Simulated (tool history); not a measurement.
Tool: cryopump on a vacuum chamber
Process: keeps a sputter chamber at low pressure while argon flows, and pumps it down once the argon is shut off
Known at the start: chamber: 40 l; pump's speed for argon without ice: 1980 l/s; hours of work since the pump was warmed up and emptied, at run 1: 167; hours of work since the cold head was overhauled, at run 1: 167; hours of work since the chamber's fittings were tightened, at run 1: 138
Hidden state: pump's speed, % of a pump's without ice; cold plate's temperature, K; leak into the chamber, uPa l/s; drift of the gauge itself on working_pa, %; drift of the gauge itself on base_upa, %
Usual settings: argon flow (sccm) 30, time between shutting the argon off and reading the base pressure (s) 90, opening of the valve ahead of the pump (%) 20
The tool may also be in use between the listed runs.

run,hour,argon flow (sccm),time between shutting the argon off and reading the base pressure (s),opening of the valve ahead of the pump (%),hours of work since the pump was warmed up and emptied,hours of work since the cold head was overhauled,hours of work since the chamber's fittings were tightened,pressure while argon flows (Pa),pressure after the wait (uPa)
1,0.0,30,90,20,167,167,138,0.1311,0.70
2,13.7,30,90,20,173,173,144,0.1301,0.71
3,33.7,30,90,30,182,182,153,0.0867,0.68
4,45.6,30,90,30,187,187,158,0.0880,0.68
5,62.1,30,90,30,194,194,165,0.0873,0.73
6,76.1,30,90,30,200,200,171,0.0883,0.69
7,97.1,30,90,20,209,209,180,0.1311,0.70
8,113.5,30,90,43,216,216,187,0.0632,0.75
9,130.4,30,90,20,223,223,194,0.1313,0.73
10,147.5,30,90,20,230,230,201,0.1297,0.75
11,161.6,30,90,20,236,236,207,0.1307,0.71
12,186.4,30,90,20,247,247,218,0.1324,0.75
13,206.6,30,90,20,255,255,227,0.1314,0.78
14,231.9,30,90,20,266,266,237,0.1307,0.81
15,251.6,30,90,20,275,275,246,0.1319,0.78
16,270.6,58,90,47,283,283,254,0.1111,0.81
17,298.1,30,235,16,295,295,266,0.1630,0.57
18,312.6,30,235,16,301,301,272,0.1634,0.54
19,328.7,32,44,39,308,308,279,0.0732,1.23
20,348.6,13,113,20,316,316,287,0.0574,0.75
21,364.0,13,113,20,323,323,294,0.0584,0.77
22,387.9,13,90,51,333,333,304,0.0230,0.86
23,415.6,13,94,59,345,345,316,0.0201,0.84
24,433.8,31,20,30,353,353,324,0.0919,2.27
25,452.9,54,191,35,361,361,332,0.1392,0.67
26,469.9,28,90,18,368,368,339,0.1369,0.90
27,490.9,28,90,18,377,377,348,0.1358,0.90

4 ways to go on from here, each from the tool as it stands after run 27. What would each give?
A,516.3,28,210,35,388,388,359,?,?
B,516.3,52,61,16,388,388,359,?,?
C,516.3,28,261,18,388,388,359,?,?
D,516.3,37,90,47,388,388,359,?,?

run,pressure while argon flows (Pa),pressure after the wait (uPa)
A,0.0727,0.69
B,0.2874,1.10
C,0.1379,0.66
D,0.0726,0.91
Without the tool's hidden state the same runs would have given:
run,pressure while argon flows (Pa),pressure after the wait (uPa)
A,0.0683,0.32
B,0.2793,0.73
C,0.1335,0.30
D,0.0669,0.55
